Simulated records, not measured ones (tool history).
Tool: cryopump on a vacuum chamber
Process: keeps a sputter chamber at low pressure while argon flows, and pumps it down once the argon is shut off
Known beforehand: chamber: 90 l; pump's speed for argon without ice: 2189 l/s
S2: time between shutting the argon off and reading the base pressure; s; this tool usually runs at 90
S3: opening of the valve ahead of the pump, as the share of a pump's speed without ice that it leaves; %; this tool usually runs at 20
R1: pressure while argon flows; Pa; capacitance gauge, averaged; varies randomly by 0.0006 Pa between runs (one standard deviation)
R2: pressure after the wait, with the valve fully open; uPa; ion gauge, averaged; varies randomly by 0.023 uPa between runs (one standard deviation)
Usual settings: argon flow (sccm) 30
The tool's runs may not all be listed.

run 1 hour=0.0 | argon_flow_(sccm)=30 S2=90 S3=20 | R1=0.1196 R2=1.42
run 2 hour=12.0 | argon_flow_(sccm)=30 S2=90 S3=20 | R1=0.1203 R2=1.37
run 3 hour=26.2 | argon_flow_(sccm)=30 S2=90 S3=20 | R1=0.1202 R2=1.43
run 4 hour=39.7 | argon_flow_(sccm)=30 S2=90 S3=20 | R1=0.1204 R2=1.37
run 5 hour=54.6 | argon_flow_(sccm)=30 S2=90 S3=20 | R1=0.1207 R2=1.39
run 6 hour=65.9 | argon_flow_(sccm)=30 S2=90 S3=20 | R1=0.1204 R2=1.37
run 7 hour=79.1 | argon_flow_(sccm)=60 S2=90 S3=20 | R1=0.2407 R2=1.39
run 8 hour=89.6 | argon_flow_(sccm)=30 S2=90 S3=56 | R1=0.0469 R2=1.47
run 9 hour=113.9 | argon_flow_(sccm)=30 S2=90 S3=45 | R1=0.0570 R2=1.50
run 10 hour=136.9 | argon_flow_(sccm)=30 S2=90 S3=45 | R1=0.0577 R2=1.49
run 11 hour=159.9 | argon_flow_(sccm)=47 S2=90 S3=43 | R1=0.0935 R2=1.43
run 12 hour=178.0 | argon_flow_(sccm)=14 S2=29 S3=59 | R1=0.0208 R2=2.75
run 13 hour=195.0 | argon_flow_(sccm)=27 S2=29 S3=20 | R1=0.1109 R2=2.76

What would each run have given without the hidden state, its run-to-run variation left as it was?
The tool's hidden condition here consists of: pump's speed, % of a pump's without ice; cold plate's temperature, K; leak into the chamber, uPa l/s; drift of the gauge itself on working_pa, %; drift of the gauge itself on base_upa, %.
run=1 R1=0.1154 R2=0.78
run=2 R1=0.1159 R2=0.75
run=3 R1=0.1158 R2=0.78
run=4 R1=0.1159 R2=0.73
run=5 R1=0.1160 R2=0.75
run=6 R1=0.1156 R2=0.73
run=7 R1=0.2309 R2=0.73
run=8 R1=0.0418 R2=0.78
run=9 R1=0.0518 R2=0.79
run=10 R1=0.0522 R2=0.76
run=11 R1=0.0845 R2=0.71
run=12 R1=0.0180 R2=2.00
run=13 R1=0.1053 R2=2.01
